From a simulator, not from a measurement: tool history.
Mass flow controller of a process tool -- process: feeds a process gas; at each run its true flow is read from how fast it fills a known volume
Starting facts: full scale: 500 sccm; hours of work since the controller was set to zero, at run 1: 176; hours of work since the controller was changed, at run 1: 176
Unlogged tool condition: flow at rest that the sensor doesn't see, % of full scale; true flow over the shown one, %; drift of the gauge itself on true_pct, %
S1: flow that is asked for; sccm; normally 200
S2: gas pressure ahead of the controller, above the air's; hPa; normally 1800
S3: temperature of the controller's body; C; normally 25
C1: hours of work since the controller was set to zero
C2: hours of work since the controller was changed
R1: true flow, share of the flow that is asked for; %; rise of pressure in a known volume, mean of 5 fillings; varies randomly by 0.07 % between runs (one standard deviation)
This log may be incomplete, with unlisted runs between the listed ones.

Run 1, day 0: usual settings; C1 176; C2 176. Result: R1 98.3 %.
Run 2, day 5.058: usual settings; C1 224; C2 224. Result: R1 98.3 %.
Run 3, day 8.996: usual settings; C1 262; C2 262. Result: R1 98.28 %.
Run 4, day 12.154: usual settings; C1 292; C2 292. Result: R1 98.4 %.
Run 5, day 16.392: usual settings but S1 197 sccm; C1 333; C2 333. Result: R1 98.28 %.
Run 6, day 19.362: usual settings but S1 357 sccm; C1 361; C2 361. Result: R1 98.98 %.
Run 7, day 21.567: usual settings but S1 357 sccm; C1 383; C2 383. Result: R1 99.01 %.
Run 8, day 23.808: usual settings but S1 357 sccm; C1 404; C2 404. Result: R1 98.96 %.
Run 9, day 26.392: usual settings but S1 357 sccm; C1 429; C2 429. Result: R1 98.95 %.
Run 10, day 29.746: usual settings but S3 29 C; C1 461; C2 461. Result: R1 98.32 %.
Run 11, day 34.225: usual settings but S3 36 C; C1 504; C2 504. Result: R1 98.73 %.
Run 12, day 37.975: usual settings; C1 540; C2 540. Result: R1 98.11 %.
Run 13, day 41.838: usual settings; C1 577; C2 577. Result: R1 98.17 %.
Run 14, day 45.583: usual settings; C1 613; C2 613. Result: R1 98.06 %.
Run 15, day 49.275: usual settings; C1 648; C2 648. Result: R1 98.09 %.
Run 16, day 53.675: usual settings but S3 21 C; C1 691; C2 691. Result: R1 97.87 %.
Run 17, day 58.646: usual settings but S3 21 C; C1 738; C2 738. Result: R1 97.79 %.
Run 18, day 63.646: usual settings but S3 21 C; C1 786; C2 786. Result: R1 97.82 %.
Run 19, day 66.671: usual settings but S3 21 C; C1 815; C2 815. Result: R1 97.66 %.
Run 20, day 70.917: usual settings but S3 21 C; C1 856; C2 856. Result: R1 97.75 %.
Run 21, day 74.225: usual settings but S2 1910 hPa; C1 888; C2 888. Result: R1 98.04 %.
Run 22, day 77.792: usual settings but S1 51 sccm; C1 922; C2 922. Result: R1 96.22 %.
Run 23, day 81.829: usual settings but S1 95 sccm, S2 1820 hPa, S3 32 C; C1 961; C2 961. Result: R1 97.29 %.
Run 24, day 87.1: usual settings; C1 1012; C2 1012. Result: R1 97.86 %.
Run 25, day 90.954: usual settings but S1 99 sccm, S2 2080 hPa, S3 29 C; C1 1049; C2 1049. Result: R1 97.13 %.

Run 26 is up next; what results do you expect?
Run 26, day 94.288: usual settings but S2 1500 hPa, S3 29 C; C1 1081; C2 1081. Result: R1 ?.

R1: 98.16 %
On a tool with no hidden condition, and with the same random variation, this run would have come out at R1 99.18 %.
